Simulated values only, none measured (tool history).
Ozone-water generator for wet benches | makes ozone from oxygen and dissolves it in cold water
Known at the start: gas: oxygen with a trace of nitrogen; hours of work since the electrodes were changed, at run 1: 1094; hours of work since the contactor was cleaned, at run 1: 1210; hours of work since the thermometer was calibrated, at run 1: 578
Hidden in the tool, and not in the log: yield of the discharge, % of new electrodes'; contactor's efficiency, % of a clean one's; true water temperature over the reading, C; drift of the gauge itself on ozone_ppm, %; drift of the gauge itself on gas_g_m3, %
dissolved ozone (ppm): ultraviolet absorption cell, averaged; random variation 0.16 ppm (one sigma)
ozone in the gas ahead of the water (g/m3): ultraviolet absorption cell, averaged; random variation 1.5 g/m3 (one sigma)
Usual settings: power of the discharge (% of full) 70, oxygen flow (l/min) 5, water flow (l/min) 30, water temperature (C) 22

run	hour	power of the discharge (% of full)	oxygen flow (l/min)	water flow (l/min)	water temperature (C)	hours of work since the electrodes were changed	hours of work since the contactor was cleaned	hours of work since the thermometer was calibrated	dissolved ozone (ppm)	ozone in the gas ahead of the water (g/m3)
1	0	70	5	30	22	1094	1210	578	21.6	273.2
2	81.5	62	5	30	22	1166	1282	650	19.6	248
3	163	70	5	30	18	1238	1354	722	22.1	273
4	212.9	70	7.81	30	22	1283	1399	766	23.3	229.1
5	309.2	64	5	30	22	1368	1484	852	19.6	253.2
6	398.1	70	5	30	22	1447	1563	930	21.3	273.5
7	447	72	6.94	35	22	1490	1606	974	20.6	246.4
8	497.7	70	5.35	31	22	1535	1651	1019	20.9	262.5
9	556.3	65	5.35	31	28	1587	1703	1071	18.3	250.9
10	628.5	65	5.35	31	28	1651	1767	1135	18.5	249.6
11	718.4	65	8.31	31	28	1730	1846	1214	19.7	212.6
12	767.6	92	5	30	22	1774	1890	1258	26.4	335.8

The same runs without the tool's hidden state, with the same run-to-run variation:
run	ozone in the gas ahead of the water (g/m3)
1	273.3
2	248.3
3	273.5
4	229.7
5	254
6	274.6
7	247.6
8	263.9
9	252.4
10	251.2
11	214.2
12	338.5
dissolved ozone (ppm): within 0.1 of the measured result in every run.
